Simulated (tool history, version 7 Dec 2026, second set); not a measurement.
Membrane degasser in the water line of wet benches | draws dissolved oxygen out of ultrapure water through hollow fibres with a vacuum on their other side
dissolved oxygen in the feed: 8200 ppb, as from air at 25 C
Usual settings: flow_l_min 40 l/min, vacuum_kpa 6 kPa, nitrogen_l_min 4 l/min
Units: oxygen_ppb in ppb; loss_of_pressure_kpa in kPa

| run | day | flow_l_min | vacuum_kpa | nitrogen_l_min | oxygen_ppb | loss_of_pressure_kpa |
|---|---|---|---|---|---|---|
| 1 | 0 | 40 | 6 | 4 | 106.8 | 55.83 |
| 2 | 2.075 | 40 | 6 | 4 | 106.5 | 55.76 |
| 3 | 3.188 | 40 | 6 | 4 | 106.9 | 55.87 |
| 4 | 5.608 | 40 | 6 | 4 | 107.1 | 56.02 |
| 5 | 7.283 | 40 | 6 | 4 | 105.6 | 55.87 |
| 6 | 9.196 | 26 | 6 | 4 | 52.6 | 36.49 |
| 7 | 11.567 | 40 | 6 | 4 | 108.6 | 55.77 |
| 8 | 13.683 | 40 | 6 | 4 | 108.2 | 55.63 |
| 9 | 15.054 | 40 | 6 | 4 | 107.4 | 55.94 |
| 10 | 17.008 | 40 | 6 | 4 | 107.9 | 55.63 |
| 11 | 19.621 | 40 | 6 | 4 | 108.1 | 56.23 |
| 12 | 21.067 | 40 | 6 | 8.02 | 75.9 | 55.58 |
| 13 | 23.529 | 40 | 6 | 8.02 | 77.1 | 55.61 |
| 14 | 26.183 | 40 | 6 | 4 | 106.3 | 55.41 |
|  | 28.167 | seals of the vacuum lines changed |
| 15 | 28.65 | 59 | 6 | 4 | 209.2 | 81.9 |
| 16 | 31.029 | 59 | 6 | 4 | 207.9 | 81.98 |
| 17 | 32.588 | 40 | 6 | 7.33 | 80.2 | 55.54 |
| 18 | 35.054 | 40 | 6 | 7.33 | 78.2 | 55.58 |
| 19 | 37.604 | 34 | 9.78 | 6.69 | 107.6 | 46.99 |
| 20 | 39.108 | 34 | 9.78 | 6.69 | 106.4 | 47.05 |
| 21 | 41.821 | 34 | 4.21 | 3.41 | 49.9 | 46.98 |
| 22 | 43.575 | 34 | 4.21 | 8.32 | 35.6 | 47.03 |
| 23 | 45.3 | 40 | 6 | 10.32 | 68.3 | 54.95 |
| 24 | 47.05 | 40 | 6 | 10.32 | 70.1 | 54.96 |
| 25 | 48.362 | 40 | 6 | 10.32 | 68 | 54.89 |
| 26 | 50.738 | 46 | 11.87 | 4 | 288.9 | 63.29 |
| 27 | 53.425 | 35 | 11.87 | 4 | 201.3 | 47.79 |
| 28 | 55.625 | 40 | 14.66 | 6.04 | 218.6 | 54.98 |
| 29 | 57.867 | 40 | 14.66 | 6.04 | 216.8 | 55.1 |
| 30 | 60.446 | 30 | 14.66 | 6.04 | 154.9 | 41.48 |
| 31 | 61.742 | 28 | 7.17 | 6.04 | 58 | 38.14 |
| 32 | 64.412 | 59 | 14.94 | 6.58 | 355.2 | 80.96 |
| 33 | 66.338 | 27 | 4.32 | 8.2 | 20.6 | 36.89 |

Hidden state or all else? Some run-to-run changes of loss_of_pressure_kpa, split into what the settings, what came in and random variation would give without the hidden state, and what is left for the hidden state (with any gauge scatter that isn't in both results):
The hidden state here: membrane still open, %; true pressure behind the membrane over the reading, kPa; air that leaks in behind the membrane, l/min; drift of the gauge itself on oxygen_ppb, %; drift of the gauge itself on loss_of_pressure_kpa, %.
Run 14 -> 15: flow_l_min 40 -> 59, seals of the vacuum lines changed. loss_of_pressure_kpa +26.49 kPa: hidden state -0.28, all else +26.77.
Run 31 -> 32: flow_l_min 28 -> 59, vacuum_kpa 7.17 -> 14.94, nitrogen_l_min 6.04 -> 6.58. loss_of_pressure_kpa +42.82 kPa: hidden state -0.91, all else +43.73.
Run 32 -> 33: flow_l_min 59 -> 27, vacuum_kpa 14.94 -> 4.32, nitrogen_l_min 6.58 -> 8.2. loss_of_pressure_kpa -44.07 kPa: hidden state +0.88, all else -44.95.
